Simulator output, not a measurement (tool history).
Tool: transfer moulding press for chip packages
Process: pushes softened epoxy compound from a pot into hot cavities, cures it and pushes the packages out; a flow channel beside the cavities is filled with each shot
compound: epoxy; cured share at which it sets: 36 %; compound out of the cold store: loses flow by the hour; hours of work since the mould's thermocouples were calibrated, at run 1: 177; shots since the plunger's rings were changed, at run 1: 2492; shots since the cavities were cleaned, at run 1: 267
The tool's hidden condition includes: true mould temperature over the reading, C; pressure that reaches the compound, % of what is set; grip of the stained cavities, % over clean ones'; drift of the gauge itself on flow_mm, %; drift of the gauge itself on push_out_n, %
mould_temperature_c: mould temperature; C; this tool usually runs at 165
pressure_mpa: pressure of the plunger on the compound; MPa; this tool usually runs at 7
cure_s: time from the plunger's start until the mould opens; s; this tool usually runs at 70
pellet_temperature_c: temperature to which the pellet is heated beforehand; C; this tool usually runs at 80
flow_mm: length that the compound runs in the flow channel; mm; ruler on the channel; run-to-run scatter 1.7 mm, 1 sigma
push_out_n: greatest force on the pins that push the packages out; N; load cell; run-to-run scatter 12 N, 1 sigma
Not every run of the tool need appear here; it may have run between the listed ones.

run,hour,mould_temperature_c,pressure_mpa,cure_s,pellet_temperature_c,hours of work since the mould's thermocouples were calibrated,shots since the plunger's rings were changed,shots since the cavities were cleaned,incoming compound's hours out of the cold store,flow_mm,push_out_n
1,0,165,7,70,80,177,2492,267,35.8,884,768
2,8.6,165,7,70,80,180,2583,358,45.2,856,842
3,16.3,165,7,70,80,184,2665,440,23.9,904,835
# hour 25.8: cavities cleaned with cleaning compound and waxed
4,27.4,165,7,70,80,188,2766,17,35.4,877,600
5,37,165,7,70,80,192,2868,119,21.2,907,725
6,47.1,165,6.75,70,80,197,2974,225,26.7,882,794
7,52.5,165,6.75,70,80,199,3032,283,19.5,892,815
8,58.7,165,6.75,70,80,202,3098,349,40.7,848,820
9,67.7,165,6.75,70,80,206,3193,444,30.5,871,898
# hour 76.7: cavities cleaned with cleaning compound and waxed
10,78.4,165,6.75,70,73,210,3290,18,33.3,861,629
11,86.1,165,7,70,80,214,3372,100,13.5,921,710
12,92.6,165,6.13,70,80,217,3441,169,8.8,870,762
# hour 101.6: plunger's sealing rings changed
13,103.3,165,7,70,80,220,18,256,9.3,972,809
14,110.8,161,7,70,80,224,97,335,44.2,902,1058
15,118.3,165,7,68,80,227,176,414,13.8,956,977

Expected results for the next run?
16,128,165,7,57,80,231,279,517,39.3,?,?

flow_mm: 901 mm
push_out_n: 1616 N
Had the tool carried no hidden state, the very same run would have given flow_mm 902 mm, push_out_n 1018 N.
